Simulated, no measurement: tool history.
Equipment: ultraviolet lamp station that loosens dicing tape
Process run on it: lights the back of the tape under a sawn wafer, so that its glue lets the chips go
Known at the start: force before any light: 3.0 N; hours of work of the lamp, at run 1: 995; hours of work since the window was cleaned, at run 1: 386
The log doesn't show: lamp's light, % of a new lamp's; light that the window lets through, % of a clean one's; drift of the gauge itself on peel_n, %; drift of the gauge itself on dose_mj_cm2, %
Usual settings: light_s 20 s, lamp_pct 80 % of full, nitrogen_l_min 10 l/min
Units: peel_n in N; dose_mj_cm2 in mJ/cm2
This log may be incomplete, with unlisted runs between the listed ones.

run	hour	light_s	lamp_pct	nitrogen_l_min	hours of work of the lamp	hours of work since the window was cleaned	peel_n	dose_mj_cm2
1	0.0	20	80	10	995	386	0.336	290
2	23.7	20	80	10	1011	403	0.326	279
3	63.9	20	80	10	1038	430	0.345	283
4	97.4	20	80	10	1061	452	0.350	277
# hour 109.7: window cleaned of glue's vapour
5	123.5	20	80	10	1078	9	0.304	317
6	170.6	21	80	10	1110	41	0.298	325
7	206.1	20	80	3	1134	65	0.463	306
8	256.0	20	80	10	1168	99	0.327	302
9	284.4	20	80	10	1187	118	0.343	298
10	311.3	20	80	10	1205	136	0.336	293
11	355.7	20	80	10	1235	166	0.355	289
12	388.6	20	80	10	1257	189	0.357	283
# hour 425.2: lamp changed
13	441.6	20	75	10	11	224	0.287	365
14	484.8	20	75	10	40	253	0.287	359
15	508.4	20	80	10	56	269	0.277	377
16	560.3	20	80	10	91	304	0.276	373
17	581.7	20	80	10	106	319	0.283	368
18	608.7	20	80	10	124	337	0.272	369
19	632.7	11	80	10	140	353	0.519	200
20	666.0	11	80	10	163	376	0.526	197
21	718.0	11	80	10	198	411	0.531	192
22	758.2	11	80	10	225	438	0.534	192
# hour 791.2: window cleaned of glue's vapour
23	803.1	11	80	10	255	8	0.493	212
24	831.7	24	80	14	275	27	0.242	453
25	879.9	19	80	10	307	60	0.290	356
26	929.2	17	62	10	341	93	0.407	242
27	966.0	17	62	10	366	118	0.411	241
28	1001.7	17	62	10	390	142	0.436	238
29	1051.9	17	71	4	424	176	0.512	266
30	1074.8	32	83	20	439	192	0.238	582
31	1112.3	32	83	20	465	217	0.236	573
32	1135.7	14	71	16	480	233	0.436	213
33	1172.1	22	88	10	505	258	0.269	404
34	1204.4	20	80	10	527	280	0.298	333
35	1235.6	29	63	10	548	301	0.276	379
36	1285.3	35	80	6	582	334	0.254	565
37	1335.8	35	80	6	616	368	0.242	556
38	1365.5	35	80	6	636	389	0.243	555
39	1397.0	35	80	6	657	410	0.231	547
40	1422.1	35	92	11	674	427	0.234	619
41	1449.2	21	92	6	693	445	0.312	366
# hour 1473.1: window cleaned of glue's vapour
42	1473.4	37	65	4	709	0	0.257	514
43	1510.8	12	63	15	734	25	0.595	158

A few steps of peel_n between consecutive runs. Split each: what settings, incoming material and random variation would produce without the hidden state, and what is left over for the hidden state, along with gauge scatter present in only one of the two compared results (measured, and without hidden state):
Run 6 -> 7: light_s 21 -> 20, nitrogen_l_min 10 -> 3. peel_n +0.165 N: hidden state +0.093, all else +0.072.
Run 23 -> 24: light_s 11 -> 24, nitrogen_l_min 10 -> 14. peel_n -0.251 N: hidden state -0.044, all else -0.207.
Run 29 -> 30: light_s 17 -> 32, lamp_pct 71 -> 83, nitrogen_l_min 4 -> 20. peel_n -0.274 N: hidden state -0.096, all else -0.178.
Run 42 -> 43: light_s 37 -> 12, lamp_pct 65 -> 63, nitrogen_l_min 4 -> 15. peel_n +0.338 N: hidden state +0.123, all else +0.215.
